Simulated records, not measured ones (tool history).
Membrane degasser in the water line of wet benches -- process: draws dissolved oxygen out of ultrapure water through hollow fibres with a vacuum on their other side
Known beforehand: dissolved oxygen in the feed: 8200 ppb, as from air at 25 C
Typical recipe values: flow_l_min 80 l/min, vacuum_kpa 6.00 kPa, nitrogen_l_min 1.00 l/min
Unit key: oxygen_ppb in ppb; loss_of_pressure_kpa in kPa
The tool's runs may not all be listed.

| run | hour | flow_l_min | vacuum_kpa | nitrogen_l_min | oxygen_ppb | loss_of_pressure_kpa |
|---|---|---|---|---|---|---|
| 1 | 0.0 | 80 | 6.00 | 1.00 | 387.2 | 49.82 |
| 2 | 231.3 | 54 | 6.00 | 1.00 | 290.7 | 34.19 |
| 3 | 417.0 | 54 | 6.00 | 1.00 | 289.2 | 34.02 |
| 4 | 645.2 | 54 | 6.00 | 1.00 | 290.9 | 34.31 |
| 5 | 834.4 | 100 | 6.00 | 1.00 | 472.6 | 63.50 |
| 6 | 1043.0 | 100 | 6.00 | 1.00 | 472.9 | 63.17 |
| 7 | 1293.4 | 80 | 6.00 | 1.00 | 398.7 | 51.17 |
| 8 | 1429.4 | 80 | 6.00 | 1.71 | 276.9 | 51.08 |
| 9 | 1577.9 | 80 | 6.00 | 1.71 | 277.0 | 50.67 |
| 10 | 1705.1 | 80 | 6.00 | 1.71 | 279.9 | 50.81 |
| 11 | 1879.6 | 80 | 6.00 | 1.71 | 277.7 | 51.29 |
| 12 | 2063.3 | 80 | 6.00 | 1.00 | 402.2 | 50.86 |
|  | 2085.9 | vacuum gauge calibrated |
| 13 | 2231.5 | 80 | 6.00 | 1.00 | 382.9 | 50.86 |
| 14 | 2423.3 | 77 | 6.00 | 1.00 | 370.2 | 49.27 |
| 15 | 2560.6 | 77 | 6.00 | 1.00 | 371.7 | 49.16 |
| 16 | 2688.9 | 77 | 6.00 | 1.00 | 375.3 | 49.12 |
|  | 2755.9 | seals of the vacuum lines changed |
| 17 | 2904.6 | 77 | 6.00 | 1.00 | 378.7 | 49.58 |
| 18 | 3149.7 | 77 | 6.00 | 1.00 | 378.7 | 49.23 |
| 19 | 3387.9 | 113 | 14.69 | 0.69 | 2075.1 | 72.63 |
| 20 | 3615.5 | 53 | 3.66 | 2.43 | 29.6 | 34.06 |
| 21 | 3729.9 | 112 | 3.66 | 2.43 | 112.5 | 71.88 |
| 22 | 3981.6 | 112 | 3.66 | 2.43 | 113.9 | 71.93 |
| 23 | 4149.4 | 80 | 6.00 | 1.39 | 318.6 | 51.51 |
| 24 | 4336.0 | 80 | 6.00 | 1.39 | 320.0 | 51.58 |
| 25 | 4557.2 | 80 | 5.35 | 2.72 | 160.1 | 51.70 |
| 26 | 4703.0 | 85 | 13.53 | 1.11 | 1238.3 | 54.96 |
| 27 | 4818.4 | 97 | 6.00 | 1.47 | 372.7 | 63.17 |
| 28 | 4952.1 | 88 | 7.17 | 1.47 | 457.3 | 57.07 |
| 29 | 5081.5 | 88 | 7.17 | 1.26 | 508.4 | 57.23 |
| 30 | 5243.7 | 49 | 11.88 | 0.43 | 1323.3 | 31.69 |
| 31 | 5399.4 | 80 | 6.00 | 0.47 | 606.8 | 51.90 |
| 32 | 5596.8 | 80 | 6.00 | 0.47 | 605.6 | 52.13 |
| 33 | 5736.3 | 80 | 6.00 | 0.47 | 611.4 | 52.12 |

Alternative continuations, all from the tool just after run 33; predict every row:
| A | 5923.3 | 80 | 6.00 | 0.94 | ? | ? |
| B | 5923.3 | 125 | 5.43 | 1.04 | ? | ? |
| C | 5923.3 | 57 | 9.07 | 2.23 | ? | ? |

| run | oxygen_ppb | loss_of_pressure_kpa |
|---|---|---|
| A | 425.0 | 52.37 |
| B | 491.5 | 81.77 |
| C | 328.6 | 37.49 |
The same runs, with their run-to-run variation unchanged, on a tool lacking any hidden condition would have given:
| run | oxygen_ppb | loss_of_pressure_kpa |
|---|---|---|
| A | 390.2 | 48.09 |
| B | 430.3 | 75.08 |
| C | 315.2 | 34.44 |
